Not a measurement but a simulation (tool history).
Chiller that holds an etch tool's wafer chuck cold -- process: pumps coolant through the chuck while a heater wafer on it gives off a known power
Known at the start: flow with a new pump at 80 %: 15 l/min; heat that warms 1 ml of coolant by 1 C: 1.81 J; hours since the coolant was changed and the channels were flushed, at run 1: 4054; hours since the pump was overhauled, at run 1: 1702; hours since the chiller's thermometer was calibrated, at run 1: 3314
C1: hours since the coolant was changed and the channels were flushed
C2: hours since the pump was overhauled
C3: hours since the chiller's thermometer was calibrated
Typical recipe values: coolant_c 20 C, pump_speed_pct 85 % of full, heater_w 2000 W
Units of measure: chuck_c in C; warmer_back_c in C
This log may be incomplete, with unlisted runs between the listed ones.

Run 1, day 0.000: usual settings; C1 4054; C2 1702; C3 3314. Result: chuck_c 38.0 C, warmer_back_c 4.33 C.
At day 1.029: chiller's thermometer calibrated.
Run 2, day 1.667: usual settings; C1 4093; C2 1741; C3 15. Result: chuck_c 37.5 C, warmer_back_c 4.35 C.
Run 3, day 3.992: usual settings; C1 4149; C2 1797; C3 71. Result: chuck_c 37.9 C, warmer_back_c 4.31 C.
Run 4, day 5.458: usual settings; C1 4184; C2 1832; C3 106. Result: chuck_c 37.9 C, warmer_back_c 4.33 C.
At day 6.183: chiller's thermometer calibrated, once more.
Run 5, day 7.296: usual settings but pump_speed_pct 90 % of full; C1 4227; C2 1875; C3 27. Result: chuck_c 37.4 C, warmer_back_c 4.03 C.
Run 6, day 9.242: usual settings but pump_speed_pct 91 % of full; C1 4274; C2 1922; C3 73. Result: chuck_c 37.4 C, warmer_back_c 3.96 C.
Run 7, day 10.262: usual settings; C1 4298; C2 1946; C3 98. Result: chuck_c 38.5 C, warmer_back_c 4.40 C.
Run 8, day 12.512: usual settings; C1 4352; C2 2000; C3 152. Result: chuck_c 38.6 C, warmer_back_c 4.42 C.
Run 9, day 14.796: usual settings; C1 4407; C2 2055; C3 207. Result: chuck_c 38.6 C, warmer_back_c 4.38 C.
Run 10, day 16.338: usual settings; C1 4444; C2 2092; C3 244. Result: chuck_c 38.5 C, warmer_back_c 4.40 C.
Run 11, day 17.496: usual settings; C1 4472; C2 2120; C3 272. Result: chuck_c 38.7 C, warmer_back_c 4.35 C.
Run 12, day 18.754: usual settings; C1 4502; C2 2150; C3 302. Result: chuck_c 38.5 C, warmer_back_c 4.44 C.
Run 13, day 20.521: usual settings but pump_speed_pct 94 % of full; C1 4544; C2 2193; C3 344. Result: chuck_c 37.1 C, warmer_back_c 3.92 C.
Run 14, day 22.392: usual settings but coolant_c 12 C, pump_speed_pct 97 % of full, heater_w 1746 W; C1 4589; C2 2238; C3 389. Result: chuck_c 26.3 C, warmer_back_c 3.29 C.
Run 15, day 24.483: usual settings but coolant_c 12 C, pump_speed_pct 97 % of full, heater_w 1746 W; C1 4639; C2 2288; C3 439. Result: chuck_c 26.6 C, warmer_back_c 3.26 C.
Run 16, day 26.088: usual settings but heater_w 1396 W; C1 4678; C2 2326; C3 478. Result: chuck_c 33.1 C, warmer_back_c 3.01 C.
Run 17, day 28.183: usual settings but coolant_c 21 C, pump_speed_pct 77 % of full, heater_w 2351 W; C1 4728; C2 2376; C3 528. Result: chuck_c 45.5 C, warmer_back_c 5.79 C.
Run 18, day 29.646: usual settings but heater_w 1641 W; C1 4763; C2 2412; C3 563. Result: chuck_c 35.3 C, warmer_back_c 3.60 C.
Run 19, day 30.983: usual settings but pump_speed_pct 87 % of full, heater_w 1364 W; C1 4795; C2 2444; C3 595. Result: chuck_c 32.7 C, warmer_back_c 2.86 C.
Run 20, day 32.104: usual settings but coolant_c 11 C, pump_speed_pct 80 % of full, heater_w 1066 W; C1 4822; C2 2471; C3 622. Result: chuck_c 21.6 C, warmer_back_c 2.55 C.
Run 21, day 34.333: usual settings but heater_w 1974 W; C1 4876; C2 2524; C3 676. Result: chuck_c 38.7 C, warmer_back_c 4.33 C.
Run 22, day 35.612: usual settings but coolant_c 11 C, heater_w 1974 W; C1 4907; C2 2555; C3 706. Result: chuck_c 29.6 C, warmer_back_c 4.32 C.
Run 23, day 37.896: usual settings but coolant_c 11 C, heater_w 1974 W; C1 4961; C2 2610; C3 761. Result: chuck_c 29.5 C, warmer_back_c 4.33 C.

Here are 4 independent what-if runs from the current tool condition. What would each one return?
Run A, day 39.925: usual settings but coolant_c 18 C, heater_w 1974 W; C1 5010; C2 2658; C3 810. Result: chuck_c ?, warmer_back_c ?.
Run B, day 39.925: usual settings but coolant_c 14 C; C1 5010; C2 2658; C3 810. Result: chuck_c ?, warmer_back_c ?.
Run C, day 39.925: usual settings but coolant_c 12 C, pump_speed_pct 78 % of full, heater_w 2252 W; C1 5010; C2 2658; C3 810. Result: chuck_c ?, warmer_back_c ?.
Run D, day 39.925: usual settings but coolant_c 17 C, pump_speed_pct 69 % of full, heater_w 1593 W; C1 5010; C2 2658; C3 810. Result: chuck_c ?, warmer_back_c ?.

run  chuck_c  warmer_back_c
  A     36.8           4.36
  B     33.0           4.38
  C     35.1           5.52
  D     35.4           4.45
With no hidden state in the tool, these same runs would have given:
run  chuck_c  warmer_back_c
  A     34.4           4.08
  B     30.6           4.10
  C     32.1           5.16
  D     33.1           4.17

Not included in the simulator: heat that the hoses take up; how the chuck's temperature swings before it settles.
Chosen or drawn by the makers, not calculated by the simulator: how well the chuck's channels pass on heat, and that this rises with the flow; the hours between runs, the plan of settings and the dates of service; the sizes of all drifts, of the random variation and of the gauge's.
